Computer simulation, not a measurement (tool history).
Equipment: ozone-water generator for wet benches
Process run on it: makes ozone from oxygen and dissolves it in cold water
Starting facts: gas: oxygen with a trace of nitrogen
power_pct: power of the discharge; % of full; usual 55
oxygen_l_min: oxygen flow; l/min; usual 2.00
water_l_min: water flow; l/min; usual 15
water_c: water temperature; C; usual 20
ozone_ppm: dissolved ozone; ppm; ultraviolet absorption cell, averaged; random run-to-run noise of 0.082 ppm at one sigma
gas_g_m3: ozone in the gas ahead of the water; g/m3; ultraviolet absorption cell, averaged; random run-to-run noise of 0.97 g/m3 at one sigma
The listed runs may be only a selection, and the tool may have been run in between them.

run	hour	power_pct	oxygen_l_min	water_l_min	water_c	ozone_ppm	gas_g_m3
1	0.0	55	2.00	15	20	12.80	167.4
2	96.1	55	2.00	15	20	12.70	167.5
3	183.3	61	2.00	15	20	13.48	174.4
4	235.2	61	1.14	15	20	12.75	250.3
5	342.8	61	1.14	15	17	13.01	252.4
6	402.2	61	1.14	15	17	13.02	250.2
7	482.1	61	1.14	15	17	13.01	249.8
8	577.2	61	1.14	15	17	12.84	250.8
9	624.3	49	2.00	15	20	12.04	155.1
10	715.1	49	2.00	15	20	11.89	154.9
11	827.5	55	1.22	13	20	13.84	227.1
12	881.1	55	2.00	11	15	16.99	162.9
13	989.3	85	2.00	18	15	14.25	207.1
14	1063.2	85	2.00	18	15	14.33	206.8
15	1153.8	85	2.00	11	13	21.99	205.2
16	1231.7	85	2.00	11	13	21.91	208.1
17	1289.4	85	2.00	11	13	21.97	205.3
18	1340.1	50	1.37	23	17	7.86	199.3
19	1431.9	41	2.00	18	20	9.13	138.8
20	1503.3	55	1.63	15	20	12.26	186.4

How would selected steps in ozone_ppm from run to run divide? Give the signed amount a tool lacking its hidden state would still show from settings, what came in and random variation, and the signed amount left for the hidden state, including any gauge scatter that is not in both of the compared results.
Hidden state present: yield of the discharge, % of new electrodes'; contactor's efficiency, % of a clean one's; true water temperature over the reading, C; drift of the gauge itself on ozone_ppm, %; drift of the gauge itself on gas_g_m3, %.
Run 14 -> 15: water_l_min 18 -> 11, water_c 15 -> 13. ozone_ppm +7.66 ppm: hidden state -0.50, all else +8.16.
Run 17 -> 18: power_pct 85 -> 50, oxygen_l_min 2.00 -> 1.37, water_l_min 11 -> 23, water_c 13 -> 17. ozone_ppm -14.11 ppm: hidden state +1.08, all else -15.19.

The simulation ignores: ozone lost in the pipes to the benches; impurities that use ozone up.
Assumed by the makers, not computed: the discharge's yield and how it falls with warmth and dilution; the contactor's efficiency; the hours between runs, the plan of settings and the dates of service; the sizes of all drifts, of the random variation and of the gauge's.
